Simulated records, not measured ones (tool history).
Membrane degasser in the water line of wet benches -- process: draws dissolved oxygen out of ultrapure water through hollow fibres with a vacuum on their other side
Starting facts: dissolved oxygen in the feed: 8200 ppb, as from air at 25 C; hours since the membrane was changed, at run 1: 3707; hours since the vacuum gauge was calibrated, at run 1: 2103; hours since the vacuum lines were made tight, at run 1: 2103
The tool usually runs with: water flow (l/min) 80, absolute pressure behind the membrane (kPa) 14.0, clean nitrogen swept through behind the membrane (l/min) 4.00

run	hour	water flow (l/min)	absolute pressure behind the membrane (kPa)	clean nitrogen swept through behind the membrane (l/min)	hours since the membrane was changed	hours since the vacuum gauge was calibrated	hours since the vacuum lines were made tight	dissolved oxygen in the water behind the degasser (ppb)	pressure that the water loses in the fibres (kPa)
1	0.0	80	14.0	4.00	3707	2103	2103	486.0	68.61
2	89.0	80	14.0	4.00	3796	2192	2192	483.6	68.14
3	165.4	80	14.0	4.00	3873	2269	2269	484.7	68.28
4	282.6	112	14.0	4.00	3990	2386	2386	701.7	95.50
5	359.2	80	14.0	4.22	4066	2463	2463	463.4	68.20
6	450.4	80	14.0	4.00	4157	2554	2554	482.4	68.62
7	518.0	80	14.0	4.00	4225	2621	2621	481.7	68.11
8	592.8	80	14.0	4.00	4300	2696	2696	489.5	68.42
9	676.9	80	14.0	4.00	4384	2780	2780	480.0	68.17
10	749.3	80	14.0	2.68	4456	2853	2853	662.5	67.67
11	847.4	80	14.0	2.68	4555	2951	2951	668.3	68.45
12	910.0	80	14.0	2.68	4617	3013	3013	665.3	68.64
13	1028.8	78	32.7	5.38	4736	3132	3132	905.2	66.44
# hour 1099.4: seals of the vacuum lines changed
14	1113.2	78	9.1	2.70	4818	3215	14	367.1	67.11
# hour 1179.8: vacuum gauge calibrated
15	1181.1	101	23.5	5.20	4886	1	81	884.2	86.25
16	1278.4	72	20.3	4.00	4983	99	179	657.7	61.30
17	1364.6	123	12.9	2.46	5069	185	265	988.9	104.91
18	1460.9	72	14.0	2.51	5166	281	361	632.2	61.15
19	1583.1	72	14.0	2.51	5288	403	483	626.5	61.47
20	1680.9	80	9.0	5.08	5386	501	581	233.3	68.30
21	1787.9	80	9.0	5.08	5492	608	688	233.0	68.41

Each row is a separate what-if for the run after 21, all from the same tool condition, not one after another. Results?
A	1868.8	69	11.7	11.95	5573	689	769	?	?
B	1868.8	80	14.0	3.43	5573	689	769	?	?
C	1868.8	69	9.1	2.87	5573	689	769	?	?
D	1868.8	80	9.0	7.11	5573	689	769	?	?
E	1868.8	80	14.0	5.25	5573	689	769	?	?

run	dissolved oxygen in the water behind the degasser (ppb)	pressure that the water loses in the fibres (kPa)
A	132.9	58.92
B	549.9	68.16
C	311.1	59.00
D	181.9	68.06
E	391.4	68.46
Without the tool's hidden state the same runs would have given:
run	dissolved oxygen in the water behind the degasser (ppb)	pressure that the water loses in the fibres (kPa)
A	132.7	58.81
B	549.6	68.03
C	310.9	58.89
D	181.5	67.93
E	391.1	68.33

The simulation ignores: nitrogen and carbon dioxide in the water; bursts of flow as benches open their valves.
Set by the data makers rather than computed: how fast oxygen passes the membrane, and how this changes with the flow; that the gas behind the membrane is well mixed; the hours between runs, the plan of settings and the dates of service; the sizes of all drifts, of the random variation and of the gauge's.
